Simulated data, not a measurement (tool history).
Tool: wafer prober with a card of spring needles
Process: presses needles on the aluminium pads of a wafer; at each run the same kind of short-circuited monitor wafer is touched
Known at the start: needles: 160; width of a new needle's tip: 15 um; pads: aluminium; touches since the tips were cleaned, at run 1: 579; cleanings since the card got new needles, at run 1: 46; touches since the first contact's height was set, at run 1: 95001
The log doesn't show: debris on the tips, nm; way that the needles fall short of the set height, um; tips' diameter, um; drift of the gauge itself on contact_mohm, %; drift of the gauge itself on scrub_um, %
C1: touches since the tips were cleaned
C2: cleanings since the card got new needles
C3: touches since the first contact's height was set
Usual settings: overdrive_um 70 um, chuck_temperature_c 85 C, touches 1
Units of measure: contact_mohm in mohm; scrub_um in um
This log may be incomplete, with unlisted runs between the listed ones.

Run 1, hour 0.0: usual settings; C1 579; C2 46; C3 95001. Result: contact_mohm 175 mohm, scrub_um 9.80 um.
At hour 2.2: tips cleaned on abrasive film.
At hour 5.8: tips cleaned on abrasive film.
At hour 9.5: tips cleaned on abrasive film.
At hour 10.4: height of the first contact set anew.
At hour 13.3: tips cleaned on abrasive film.
Run 2, hour 13.7: usual settings but chuck_temperature_c 37 C; C1 252; C2 50; C3 1990. Result: contact_mohm 164 mohm, scrub_um 10.14 um.
At hour 16.6: tips cleaned on abrasive film.
At hour 20.1: tips cleaned on abrasive film.
At hour 23.8: tips cleaned on abrasive film.
At hour 26.7: tips cleaned on abrasive film.
Run 3, hour 28.2: usual settings but chuck_temperature_c 37 C; C1 933; C2 54; C3 10662. Result: contact_mohm 170 mohm, scrub_um 10.09 um.
At hour 29.7: tips cleaned on abrasive film.
At hour 33.2: tips cleaned on abrasive film.
At hour 36.1: tips cleaned on abrasive film.
Run 4, hour 38.2: usual settings but chuck_temperature_c 37 C; C1 1231; C2 57; C3 16559. Result: contact_mohm 174 mohm, scrub_um 10.09 um.
At hour 39.7: tips cleaned on abrasive film.
At hour 43.3: tips cleaned on abrasive film.
Run 5, hour 44.5: usual settings but chuck_temperature_c 50 C; C1 796; C2 59; C3 20360. Result: contact_mohm 173 mohm, scrub_um 10.10 um.
At hour 46.8: tips cleaned on abrasive film.
At hour 50.4: tips cleaned on abrasive film.
Run 6, hour 52.5: usual settings but chuck_temperature_c 27 C; C1 1302; C2 61; C3 25139. Result: contact_mohm 171 mohm, scrub_um 10.07 um.
At hour 54.1: tips cleaned on abrasive film.
At hour 57.7: tips cleaned on abrasive film.
At hour 61.3: tips cleaned on abrasive film.
At hour 65.0: tips cleaned on abrasive film.
Run 7, hour 67.4: usual settings but chuck_temperature_c 27 C; C1 1459; C2 65; C3 33987. Result: contact_mohm 175 mohm, scrub_um 10.07 um.
At hour 68.2: tips cleaned on abrasive film.
At hour 71.8: tips cleaned on abrasive film.
At hour 75.4: tips cleaned on abrasive film.
At hour 78.3: tips cleaned on abrasive film.
Run 8, hour 79.0: usual settings but overdrive_um 52 um; C1 439; C2 69; C3 40916. Result: contact_mohm 182 mohm, scrub_um 7.42 um.
At hour 81.9: tips cleaned on abrasive film.
At hour 85.5: tips cleaned on abrasive film.
At hour 89.0: tips cleaned on abrasive film.
At hour 92.7: tips cleaned on abrasive film.
Run 9, hour 93.7: usual settings; C1 666; C2 73; C3 49690. Result: contact_mohm 178 mohm, scrub_um 9.99 um.
At hour 95.9: tips cleaned on abrasive film.
At hour 99.4: tips cleaned on abrasive film.
Run 10, hour 100.3: usual settings but touches 2; C1 557; C2 75; C3 53609. Result: contact_mohm 169 mohm, scrub_um 9.95 um.
At hour 102.6: tips cleaned on abrasive film.
At hour 106.1: tips cleaned on abrasive film.
At hour 109.3: tips cleaned on abrasive film.
Run 11, hour 109.3: usual settings but touches 2; C1 0; C2 78; C3 58928. Result: contact_mohm 170 mohm, scrub_um 9.96 um.
At hour 112.9: tips cleaned on abrasive film.
At hour 116.6: tips cleaned on abrasive film.
At hour 119.6: tips cleaned on abrasive film.
Run 12, hour 119.6: usual settings but chuck_temperature_c 27 C; C1 0; C2 81; C3 65100. Result: contact_mohm 160 mohm, scrub_um 9.94 um.
At hour 123.1: tips cleaned on abrasive film.
At hour 126.1: tips cleaned on abrasive film.
At hour 129.0: tips cleaned on abrasive film.
At hour 132.5: tips cleaned on abrasive film.
Run 13, hour 133.9: usual settings but chuck_temperature_c 27 C; C1 837; C2 85; C3 73605. Result: contact_mohm 169 mohm, scrub_um 9.96 um.
At hour 136.0: tips cleaned on abrasive film.
At hour 139.6: tips cleaned on abrasive film.
Run 14, hour 140.8: usual settings but chuck_temperature_c 27 C, touches 2; C1 740; C2 87; C3 77715. Result: contact_mohm 162 mohm, scrub_um 9.93 um.
At hour 143.0: tips cleaned on abrasive film.
At hour 146.7: tips cleaned on abrasive film.
At hour 150.3: tips cleaned on abrasive film.
At hour 153.9: tips cleaned on abrasive film.
Run 15, hour 155.4: usual settings but overdrive_um 77 um, chuck_temperature_c 79 C, touches 2; C1 921; C2 91; C3 86443. Result: contact_mohm 173 mohm, scrub_um 10.88 um.
At hour 157.0: tips cleaned on abrasive film.
At hour 160.6: tips cleaned on abrasive film.
Run 16, hour 161.7: usual settings but overdrive_um 58 um, chuck_temperature_c 69 C, touches 2; C1 685; C2 93; C3 90177. Result: contact_mohm 175 mohm, scrub_um 8.14 um.
At hour 163.9: tips cleaned on abrasive film.
At hour 167.6: tips cleaned on abrasive film.
At hour 171.2: tips cleaned on abrasive film.
At hour 174.7: tips cleaned on abrasive film.
Run 17, hour 176.9: usual settings but overdrive_um 80 um, chuck_temperature_c 46 C, touches 3; C1 1323; C2 97; C3 99227. Result: contact_mohm 162 mohm, scrub_um 11.31 um.
At hour 177.7: tips cleaned on abrasive film.
At hour 180.1: height of the first contact set anew.
At hour 181.5: tips cleaned on abrasive film.
At hour 185.1: tips cleaned on abrasive film.
At hour 188.0: tips cleaned on abrasive film.
Run 18, hour 189.6: usual settings but overdrive_um 78 um, chuck_temperature_c 38 C, touches 2; C1 983; C2 101; C3 5671. Result: contact_mohm 162 mohm, scrub_um 11.29 um.
At hour 191.0: tips cleaned on abrasive film.
At hour 194.0: tips cleaned on abrasive film.
At hour 197.6: tips cleaned on abrasive film.
At hour 201.2: tips cleaned on abrasive film.
Run 19, hour 202.8: usual settings but overdrive_um 78 um, chuck_temperature_c 38 C, touches 2; C1 953; C2 105; C3 13503. Result: contact_mohm 165 mohm, scrub_um 11.26 um.
At hour 204.3: tips cleaned on abrasive film.
At hour 207.2: tips cleaned on abrasive film.
At hour 210.8: tips cleaned on abrasive film.
At hour 214.3: tips cleaned on abrasive film.
Run 20, hour 216.0: usual settings but overdrive_um 50 um, chuck_temperature_c 27 C, touches 3; C1 1045; C2 109; C3 21358. Result: contact_mohm 168 mohm, scrub_um 7.18 um.
At hour 217.5: tips cleaned on abrasive film.
At hour 221.1: tips cleaned on abrasive film.
At hour 224.7: tips cleaned on abrasive film.
At hour 227.6: tips cleaned on abrasive film.
Run 21, hour 229.3: usual settings but overdrive_um 62 um, chuck_temperature_c 94 C, touches 2; C1 1038; C2 113; C3 29300. Result: contact_mohm 179 mohm, scrub_um 8.89 um.

Each row is a separate what-if for the run after 21, all from the same tool condition, not one after another. Results?
At hour 230.9: tips cleaned on abrasive film.
At hour 233.8: tips cleaned on abrasive film.
At hour 237.4: tips cleaned on abrasive film.
At hour 241.0: tips cleaned on abrasive film.
Run A, hour 243.0: usual settings but overdrive_um 55 um, chuck_temperature_c 77 C, touches 2; C1 1242; C2 117; C3 37459. Result: contact_mohm ?, scrub_um ?.
At hour 230.9: tips cleaned on abrasive film.
At hour 233.8: tips cleaned on abrasive film.
At hour 237.4: tips cleaned on abrasive film.
At hour 241.0: tips cleaned on abrasive film.
Run B, hour 243.0: usual settings but overdrive_um 88 um, chuck_temperature_c 94 C; C1 1242; C2 117; C3 37459. Result: contact_mohm ?, scrub_um ?.
At hour 230.9: tips cleaned on abrasive film.
At hour 233.8: tips cleaned on abrasive film.
At hour 237.4: tips cleaned on abrasive film.
At hour 241.0: tips cleaned on abrasive film.
Run C, hour 243.0: usual settings but overdrive_um 62 um, chuck_temperature_c 94 C; C1 1242; C2 117; C3 37459. Result: contact_mohm ?, scrub_um ?.
At hour 230.9: tips cleaned on abrasive film.
At hour 233.8: tips cleaned on abrasive film.
At hour 237.4: tips cleaned on abrasive film.
At hour 241.0: tips cleaned on abrasive film.
Run D, hour 243.0: usual settings but overdrive_um 62 um, chuck_temperature_c 94 C, touches 2; C1 1242; C2 117; C3 37459. Result: contact_mohm ?, scrub_um ?.

run  contact_mohm  scrub_um
  A           182      7.87
  B           178     12.64
  C           187      8.87
  D           182      8.90
Had the tool no hidden state, the same runs would have come out as:
run  contact_mohm  scrub_um
  A           168      8.00
  B           168     12.76
  C           169      9.00
  D           171      9.02
